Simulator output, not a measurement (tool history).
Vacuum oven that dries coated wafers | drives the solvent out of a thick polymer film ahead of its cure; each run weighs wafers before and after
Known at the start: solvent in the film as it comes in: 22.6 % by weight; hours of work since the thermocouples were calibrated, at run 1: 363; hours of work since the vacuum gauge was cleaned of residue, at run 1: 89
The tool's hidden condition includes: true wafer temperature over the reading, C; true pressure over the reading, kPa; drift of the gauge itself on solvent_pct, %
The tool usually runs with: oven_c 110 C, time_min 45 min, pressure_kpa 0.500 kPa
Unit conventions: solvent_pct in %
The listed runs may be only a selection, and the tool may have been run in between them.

run	hour	oven_c	time_min	pressure_kpa	hours of work since the thermocouples were calibrated	hours of work since the vacuum gauge was cleaned of residue	solvent_pct
1	0.0	110	45	0.500	363	89	4.74
2	15.1	110	45	0.500	370	96	4.92
3	31.4	110	45	0.500	377	104	4.76
4	47.3	110	45	0.500	385	111	4.77
5	62.2	110	45	0.500	392	118	4.78
6	71.5	110	45	0.500	396	122	4.88
7	88.3	110	45	0.681	403	130	4.92
8	106.8	110	45	0.681	412	138	4.91
9	126.0	110	45	0.681	421	147	4.88
10	143.8	110	45	1.083	429	155	5.14
11	153.7	110	62	0.500	433	160	3.06
12	165.4	110	62	0.500	439	165	2.97
13	175.4	110	62	0.500	443	170	3.09
14	185.6	110	62	0.254	448	174	2.92
15	199.2	110	62	0.254	454	181	2.83
16	213.2	110	45	1.343	461	187	5.20
17	224.7	110	45	1.343	466	192	5.25
18	233.7	110	45	1.343	470	196	5.20
19	247.3	110	45	0.500	476	203	5.05
20	266.9	110	45	0.500	485	212	4.83
21	279.7	110	45	0.500	491	217	4.88
22	289.9	110	45	0.728	496	222	5.01
23	304.0	100	30	0.500	502	229	11.28
24	316.6	100	30	0.500	508	234	11.38
# hour 320.4: oven's thermocouples calibrated
25	328.7	110	54	0.834	4	239	4.22
26	347.4	123	54	1.316	12	248	1.11
# hour 355.9: oven's thermocouples calibrated, once more
27	363.1	103	28	0.686	3	254	10.41
28	371.6	110	45	0.800	7	258	4.60
29	380.9	115	53	0.895	11	262	2.23
30	401.2	99	24	0.500	21	271	12.71
31	413.4	99	24	0.500	26	277	12.44
32	424.4	99	24	0.500	31	282	12.67
33	442.2	96	24	0.284	40	290	13.37
34	451.6	124	47	0.761	44	294	0.93
35	471.5	105	35	1.578	53	304	8.72
36	483.1	109	48	0.266	58	309	4.48
37	491.5	100	48	1.267	62	313	8.64
38	510.3	100	48	1.267	71	321	8.66
39	525.5	104	38	0.365	78	328	8.02
40	536.1	110	33	0.622	83	333	6.58

Some steps in solvent_pct, run to run, broken into two amounts with sign: the step expected even without the hidden condition (settings, incoming material, random variation), and the rest, left for the hidden condition together with whatever gauge scatter is not in both the measured and the hidden-condition-free result:
Run 24 -> 25: oven_c 100 -> 110, time_min 30 -> 54, pressure_kpa 0.500 -> 0.834, oven's thermocouples calibrated. solvent_pct -7.16 %: hidden state +0.12, all else -7.28.
Run 25 -> 26: oven_c 110 -> 123, pressure_kpa 0.834 -> 1.316. solvent_pct -3.11 %: hidden state -0.36, all else -2.75.
Run 26 -> 27: oven_c 123 -> 103, time_min 54 -> 28, pressure_kpa 1.316 -> 0.686, oven's thermocouples calibrated, once more. solvent_pct +9.30 %: hidden state -0.17, all else +9.47.
Run 29 -> 30: oven_c 115 -> 99, time_min 53 -> 24, pressure_kpa 0.895 -> 0.500. solvent_pct +10.48 %: hidden state +0.01, all else +10.47.
Run 33 -> 34: oven_c 96 -> 124, time_min 24 -> 47, pressure_kpa 0.284 -> 0.761. solvent_pct -12.44 %: hidden state -0.03, all else -12.41.

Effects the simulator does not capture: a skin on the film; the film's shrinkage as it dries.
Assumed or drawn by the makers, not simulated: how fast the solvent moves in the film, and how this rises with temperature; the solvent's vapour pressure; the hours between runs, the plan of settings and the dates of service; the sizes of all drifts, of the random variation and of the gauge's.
